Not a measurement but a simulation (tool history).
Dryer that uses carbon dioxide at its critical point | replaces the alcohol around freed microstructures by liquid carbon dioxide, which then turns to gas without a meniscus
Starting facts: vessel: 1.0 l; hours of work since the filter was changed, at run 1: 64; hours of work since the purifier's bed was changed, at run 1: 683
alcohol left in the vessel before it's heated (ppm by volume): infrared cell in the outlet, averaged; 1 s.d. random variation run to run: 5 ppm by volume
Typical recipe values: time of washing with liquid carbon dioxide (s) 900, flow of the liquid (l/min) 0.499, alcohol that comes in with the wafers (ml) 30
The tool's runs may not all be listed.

| run | day | time of washing with liquid carbon dioxide (s) | flow of the liquid (l/min) | alcohol that comes in with the wafers (ml) | hours of work since the filter was changed | hours of work since the purifier's bed was changed | alcohol left in the vessel before it's heated (ppm by volume) |
|---|---|---|---|---|---|---|---|
| 1 | 0 | 900 | 0.499 | 30 | 64 | 683 | 70 |
| 2 | 1.592 | 900 | 0.311 | 30 | 89 | 708 | 467 |
| 3 | 3.029 | 900 | 0.311 | 30 | 112 | 731 | 496 |
| 4 | 4.612 | 900 | 0.499 | 30 | 137 | 756 | 79 |
|  | 4.925 | purifier's bed changed |
| 5 | 6.104 | 900 | 0.499 | 25 | 158 | 19 | 33 |
| 6 | 8.175 | 900 | 0.499 | 25 | 191 | 51 | 45 |
| 7 | 9.75 | 900 | 0.499 | 25 | 216 | 76 | 55 |
| 8 | 11.512 | 900 | 0.499 | 25 | 243 | 104 | 65 |
| 9 | 12.517 | 900 | 0.499 | 25 | 259 | 119 | 55 |
| 10 | 14.275 | 900 | 0.499 | 25 | 287 | 147 | 58 |
| 11 | 15.942 | 900 | 0.499 | 30 | 313 | 173 | 85 |
|  | 17.033 | inlet filter changed |
| 12 | 18.25 | 1080 | 0.499 | 30 | 19 | 209 | 22 |
| 13 | 19.258 | 1080 | 0.499 | 30 | 35 | 225 | 26 |
| 14 | 21.458 | 1080 | 0.499 | 30 | 70 | 260 | 22 |
| 15 | 22.758 | 1080 | 0.499 | 30 | 90 | 280 | 27 |
| 16 | 24.967 | 1080 | 0.499 | 30 | 125 | 315 | 36 |
| 17 | 27.025 | 900 | 0.499 | 30 | 157 | 347 | 55 |
| 18 | 28.529 | 900 | 0.499 | 30 | 181 | 371 | 61 |
| 19 | 30.008 | 900 | 0.499 | 30 | 204 | 394 | 62 |
| 20 | 31.833 | 900 | 0.499 | 30 | 233 | 423 | 80 |
| 21 | 34.067 | 900 | 0.499 | 30 | 268 | 458 | 88 |
| 22 | 36.258 | 900 | 0.486 | 30 | 303 | 493 | 107 |
| 23 | 37.817 | 900 | 0.486 | 30 | 327 | 517 | 112 |
|  | 38.067 | inlet filter changed |
| 24 | 39.379 | 900 | 0.593 | 30 | 21 | 541 | 31 |
| 25 | 40.446 | 780 | 0.519 | 30 | 37 | 558 | 76 |
| 26 | 41.583 | 780 | 0.519 | 30 | 55 | 576 | 75 |
| 27 | 42.825 | 840 | 0.519 | 71 | 75 | 595 | 109 |
| 28 | 43.904 | 840 | 0.436 | 22 | 92 | 612 | 111 |
| 29 | 45.562 | 720 | 0.405 | 44 | 118 | 638 | 553 |
| 30 | 47.554 | 720 | 0.405 | 44 | 149 | 670 | 595 |
| 31 | 49.604 | 720 | 0.405 | 44 | 182 | 702 | 632 |
| 32 | 51.071 | 900 | 0.499 | 49 | 205 | 725 | 102 |
|  | 53.246 | purifier's bed changed |
| 33 | 53.246 | 660 | 0.669 | 23 | 237 | 0 | 41 |
| 34 | 55.142 | 660 | 0.669 | 23 | 267 | 30 | 48 |
| 35 | 56.175 | 660 | 0.708 | 92 | 283 | 46 | 118 |
| 36 | 58.012 | 720 | 0.708 | 92 | 312 | 75 | 81 |
|  | 59.25 | inlet filter changed |
| 37 | 59.308 | 900 | 0.698 | 30 | 1 | 95 | 14 |
| 38 | 61.454 | 900 | 0.499 | 72 | 35 | 129 | 62 |
| 39 | 63.458 | 780 | 0.359 | 53 | 66 | 160 | 677 |
| 40 | 65.4 | 720 | 0.535 | 29 | 97 | 191 | 86 |
| 41 | 67.429 | 600 | 0.337 | 30 | 129 | 223 | 1462 |
| 42 | 69.175 | 1080 | 0.499 | 59 | 156 | 250 | 33 |
| 43 | 70.212 | 900 | 0.499 | 120 | 173 | 266 | 160 |
| 44 | 72.162 | 900 | 0.499 | 120 | 203 | 297 | 177 |
| 45 | 73.854 | 900 | 0.499 | 120 | 230 | 324 | 193 |
| 46 | 75.808 | 1020 | 0.341 | 60 | 261 | 354 | 503 |

Below, each run's measurement less what the same run would have read without the hidden state. Both values contain the same run-to-run variation, but the gauge's scatter may not be the same in both:
Hidden state present: flow that reaches the vessel past the clogged filter, %; alcohol in the recycled carbon dioxide, ppm; drift of the gauge itself on alcohol_ppm, %.
| run | alcohol left in the vessel before it's heated (ppm by volume) |
|---|---|
| 1 | +46 |
| 2 | +136 |
| 3 | +161 |
| 4 | +60 |
| 5 | +16 |
| 6 | +22 |
| 7 | +27 |
| 8 | +33 |
| 9 | +35 |
| 10 | +43 |
| 11 | +56 |
| 12 | +14 |
| 13 | +16 |
| 14 | +18 |
| 15 | +20 |
| 16 | +24 |
| 17 | +36 |
| 18 | +41 |
| 19 | +46 |
| 20 | +52 |
| 21 | +60 |
| 22 | +76 |
| 23 | +82 |
| 24 | +31 |
| 25 | +40 |
| 26 | +43 |
| 27 | +55 |
| 28 | +56 |
| 29 | +171 |
| 30 | +214 |
| 31 | +255 |
| 32 | +75 |
| 33 | +20 |
| 34 | +26 |
| 35 | +78 |
| 36 | +54 |
| 37 | +6 |
| 38 | +14 |
| 39 | +106 |
| 40 | +29 |
| 41 | +298 |
| 42 | +24 |
| 43 | +82 |
| 44 | +103 |
| 45 | +122 |
| 46 | +274 |
